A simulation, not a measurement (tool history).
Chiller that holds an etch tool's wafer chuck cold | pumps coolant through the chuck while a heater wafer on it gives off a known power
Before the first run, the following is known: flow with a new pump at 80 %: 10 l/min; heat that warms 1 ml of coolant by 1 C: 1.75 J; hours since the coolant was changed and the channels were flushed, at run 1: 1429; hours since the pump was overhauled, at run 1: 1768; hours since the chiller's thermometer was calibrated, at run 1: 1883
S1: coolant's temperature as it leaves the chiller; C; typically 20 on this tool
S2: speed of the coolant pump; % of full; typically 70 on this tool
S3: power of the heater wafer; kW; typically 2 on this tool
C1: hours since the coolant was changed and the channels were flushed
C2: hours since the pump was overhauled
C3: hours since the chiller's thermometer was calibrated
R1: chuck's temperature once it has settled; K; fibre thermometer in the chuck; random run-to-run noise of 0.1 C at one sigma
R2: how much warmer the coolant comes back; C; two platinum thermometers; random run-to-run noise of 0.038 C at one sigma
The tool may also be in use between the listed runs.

run 1 hour=0 | S1=20 S2=70 S3=2 | C1=1429 C2=1768 C3=1883 | R1=313.75 R2=8.14
run 2 hour=54.4 | S1=20 S2=61 S3=2 | C1=1484 C2=1822 C3=1937 | R1=316.55 R2=9.4
run 3 hour=119.6 | S1=20 S2=70 S3=2 | C1=1549 C2=1888 C3=2003 | R1=313.95 R2=8.21
run 4 hour=202.3 | S1=20 S2=81 S3=2 | C1=1632 C2=1970 C3=2085 | R1=311.45 R2=7.05
run 5 hour=285.9 | S1=20 S2=70 S3=2.39 | C1=1715 C2=2054 C3=2169 | R1=318.15 R2=9.77
run 6 hour=335 | S1=20 S2=70 S3=2.39 | C1=1764 C2=2103 C3=2218 | R1=318.25 R2=9.85
-- hour=398.8 chiller's thermometer calibrated
run 7 hour=401.6 | S1=20 S2=70 S3=2.39 | C1=1830 C2=2169 C3=3 | R1=318.05 R2=9.8
run 8 hour=454 | S1=20 S2=70 S3=2.39 | C1=1883 C2=2221 C3=55 | R1=318.05 R2=9.83
run 9 hour=517.2 | S1=20 S2=70 S3=1.623 | C1=1946 C2=2284 C3=118 | R1=310.15 R2=6.68
run 10 hour=602.1 | S1=20 S2=70 S3=1.623 | C1=2031 C2=2369 C3=203 | R1=310.35 R2=6.68
run 11 hour=679.8 | S1=20 S2=70 S3=2 | C1=2108 C2=2447 C3=281 | R1=314.15 R2=8.2
run 12 hour=744.5 | S1=20 S2=70 S3=2 | C1=2173 C2=2512 C3=346 | R1=314.35 R2=8.26
run 13 hour=782.7 | S1=20 S2=70 S3=2 | C1=2211 C2=2550 C3=384 | R1=314.35 R2=8.25
run 14 hour=862.2 | S1=20 S2=70 S3=2 | C1=2291 C2=2629 C3=463 | R1=314.35 R2=8.25
run 15 hour=906.1 | S1=20 S2=70 S3=2 | C1=2335 C2=2673 C3=507 | R1=314.25 R2=8.24
run 16 hour=960.3 | S1=20 S2=70 S3=2 | C1=2389 C2=2727 C3=561 | R1=314.65 R2=8.3
run 17 hour=1034.5 | S1=20 S2=70 S3=2 | C1=2463 C2=2802 C3=636 | R1=314.65 R2=8.36
run 18 hour=1075.3 | S1=21 S2=70 S3=2 | C1=2504 C2=2842 C3=677 | R1=315.75 R2=8.34
run 19 hour=1150.9 | S1=21 S2=70 S3=2 | C1=2579 C2=2918 C3=752 | R1=315.75 R2=8.35
run 20 hour=1191.2 | S1=21 S2=70 S3=2 | C1=2620 C2=2958 C3=792 | R1=315.75 R2=8.42
run 21 hour=1229.4 | S1=11 S2=66 S3=2.029 | C1=2658 C2=2996 C3=831 | R1=307.25 R2=9.04
run 22 hour=1304.8 | S1=20 S2=66 S3=1.67 | C1=2733 C2=3072 C3=906 | R1=312.15 R2=7.39

Estimate the outcome of run 23 from the log above:
run 23 hour=1365.6 | S1=29 S2=73 S3=1.682 | C1=2794 C2=3133 C3=967 | R1=? R2=?

R1: 319.75 K
R2: 6.73 C
Minus the tool's unlogged condition, the same run would have read R1 317.65 K, R2 6.33 C.
